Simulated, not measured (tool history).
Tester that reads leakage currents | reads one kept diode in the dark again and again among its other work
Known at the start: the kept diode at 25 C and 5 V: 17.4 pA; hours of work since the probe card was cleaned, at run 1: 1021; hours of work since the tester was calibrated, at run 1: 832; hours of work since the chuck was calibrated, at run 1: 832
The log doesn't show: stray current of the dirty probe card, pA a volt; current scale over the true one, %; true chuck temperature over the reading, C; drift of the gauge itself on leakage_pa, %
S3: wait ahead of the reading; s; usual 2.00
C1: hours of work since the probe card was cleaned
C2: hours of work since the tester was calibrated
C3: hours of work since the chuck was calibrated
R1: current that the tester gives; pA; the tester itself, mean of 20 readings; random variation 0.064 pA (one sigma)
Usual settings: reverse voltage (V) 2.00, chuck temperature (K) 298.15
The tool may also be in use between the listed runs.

run 1 day=0.000 | reverse_voltage_(V)=2.00 chuck_temperature_(K)=298.15 S3=2.00 | C1=1021 C2=832 C3=832 | R1=15.00
run 2 day=1.708 | reverse_voltage_(V)=2.00 chuck_temperature_(K)=298.15 S3=2.00 | C1=1042 C2=853 C3=853 | R1=15.02
run 3 day=3.583 | reverse_voltage_(V)=2.00 chuck_temperature_(K)=329.15 S3=2.00 | C1=1065 C2=876 C3=876 | R1=185.73
run 4 day=6.083 | reverse_voltage_(V)=10.46 chuck_temperature_(K)=298.15 S3=2.00 | C1=1095 C2=907 C3=907 | R1=28.00
run 5 day=7.633 | reverse_voltage_(V)=10.46 chuck_temperature_(K)=298.15 S3=2.00 | C1=1114 C2=926 C3=926 | R1=28.23
run 6 day=10.092 | reverse_voltage_(V)=2.00 chuck_temperature_(K)=298.15 S3=2.00 | C1=1145 C2=956 C3=956 | R1=15.18
run 7 day=12.558 | reverse_voltage_(V)=2.00 chuck_temperature_(K)=298.15 S3=2.00 | C1=1175 C2=986 C3=986 | R1=15.22
run 8 day=14.425 | reverse_voltage_(V)=2.00 chuck_temperature_(K)=298.15 S3=2.00 | C1=1198 C2=1009 C3=1009 | R1=15.23
run 9 day=16.783 | reverse_voltage_(V)=2.00 chuck_temperature_(K)=298.15 S3=2.00 | C1=1227 C2=1038 C3=1038 | R1=15.33
run 10 day=19.288 | reverse_voltage_(V)=2.00 chuck_temperature_(K)=298.15 S3=0.31 | C1=1257 C2=1069 C3=1069 | R1=15.72
-- day=20.033 chuck's temperature calibrated
run 11 day=21.925 | reverse_voltage_(V)=3.37 chuck_temperature_(K)=299.15 S3=1.68 | C1=1289 C2=1100 C3=23 | R1=18.29
run 12 day=23.225 | reverse_voltage_(V)=9.51 chuck_temperature_(K)=319.15 S3=6.12 | C1=1305 C2=1116 C3=39 | R1=133.63
run 13 day=24.696 | reverse_voltage_(V)=3.84 chuck_temperature_(K)=326.15 S3=2.23 | C1=1323 C2=1134 C3=57 | R1=169.15
run 14 day=27.296 | reverse_voltage_(V)=14.40 chuck_temperature_(K)=321.15 S3=0.62 | C1=1355 C2=1166 C3=89 | R1=180.59
run 15 day=29.133 | reverse_voltage_(V)=1.90 chuck_temperature_(K)=321.15 S3=1.10 | C1=1377 C2=1188 C3=112 | R1=92.29
run 16 day=31.829 | reverse_voltage_(V)=1.90 chuck_temperature_(K)=321.15 S3=1.10 | C1=1410 C2=1221 C3=145 | R1=92.00
run 17 day=33.588 | reverse_voltage_(V)=2.00 chuck_temperature_(K)=298.15 S3=0.35 | C1=1432 C2=1243 C3=166 | R1=14.39

3 ways to go on from here, each from the tool as it stands after run 17. What would each give?
run A day=35.096 | reverse_voltage_(V)=1.13 chuck_temperature_(K)=302.15 S3=7.85 | C1=1450 C2=1262 C3=185 | R1=?
run B day=35.096 | reverse_voltage_(V)=4.58 chuck_temperature_(K)=308.15 S3=2.00 | C1=1450 C2=1262 C3=185 | R1=?
run C day=35.096 | reverse_voltage_(V)=11.25 chuck_temperature_(K)=298.15 S3=2.00 | C1=1450 C2=1262 C3=185 | R1=?

run=A R1=16.18
run=B R1=43.82
run=C R1=28.06
Without the tool's hidden state the same runs would have given:
run=A R1=15.47
run=B R1=41.33
run=C R1=23.11
